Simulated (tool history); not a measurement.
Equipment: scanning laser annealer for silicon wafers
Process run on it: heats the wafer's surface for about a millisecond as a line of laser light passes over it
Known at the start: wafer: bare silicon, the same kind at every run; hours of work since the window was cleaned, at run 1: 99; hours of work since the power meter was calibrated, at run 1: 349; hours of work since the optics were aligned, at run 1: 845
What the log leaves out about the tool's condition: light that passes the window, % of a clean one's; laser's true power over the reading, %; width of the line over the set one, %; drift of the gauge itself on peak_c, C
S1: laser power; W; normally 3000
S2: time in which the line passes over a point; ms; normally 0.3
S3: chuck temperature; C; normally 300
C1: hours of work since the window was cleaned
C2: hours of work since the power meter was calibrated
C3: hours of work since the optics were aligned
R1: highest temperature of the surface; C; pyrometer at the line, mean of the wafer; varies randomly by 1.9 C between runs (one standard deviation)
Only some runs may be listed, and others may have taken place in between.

run	day	S1	S2	S3	C1	C2	C3	R1
1	0	3000	0.3	300	99	349	845	1109
2	0.954	3000	0.296	300	109	359	855	1102
3	1.462	3000	0.3	304	114	364	860	1112
4	2.079	3000	0.3	300	120	371	866	1108
5	2.667	3000	0.3	300	126	377	873	1108
6	3.25	3000	0.3	300	132	383	879	1111
7	4.325	3000	0.3	300	143	394	890	1107
8	5.308	3000	0.35	300	154	404	900	1163
9	5.925	3000	0.35	300	160	411	906	1160
10	6.55	3000	0.35	300	167	417	913	1161
11	7.083	2960	0.35	300	172	423	918	1147
12	8.125	2886	0.218	315	183	433	929	988
13	9.212	3000	0.325	300	194	445	940	1130
14	10.196	3217	0.325	300	204	455	951	1197
15	10.692	3217	0.325	300	210	460	956	1194
16	11.183	3175	0.325	300	215	465	961	1180
17	11.642	3175	0.325	300	219	470	966	1184
18	12.104	3175	0.325	300	224	475	970	1179
19	13.112	2807	0.296	282	235	485	981	1023
20	14.029	2807	0.296	282	244	495	990	1024
21	15.079	2807	0.296	282	255	506	1001	1020
# day 15.608: optics aligned, line set to its width
22	16.008	3171	0.296	282	262	513	4	1128

Below are 3 alternative next runs, each starting from the tool's condition after run 22. Predict each:
A	17.033	3000	0.287	317	273	524	15	?
B	17.033	3194	0.296	312	273	524	15	?
C	17.033	3224	0.282	266	273	524	15	?

run	R1
A	1104
B	1162
C	1111
With the hidden condition removed and each run's random variation left untouched, the same runs would have given:
run	R1
A	1124
B	1184
C	1132
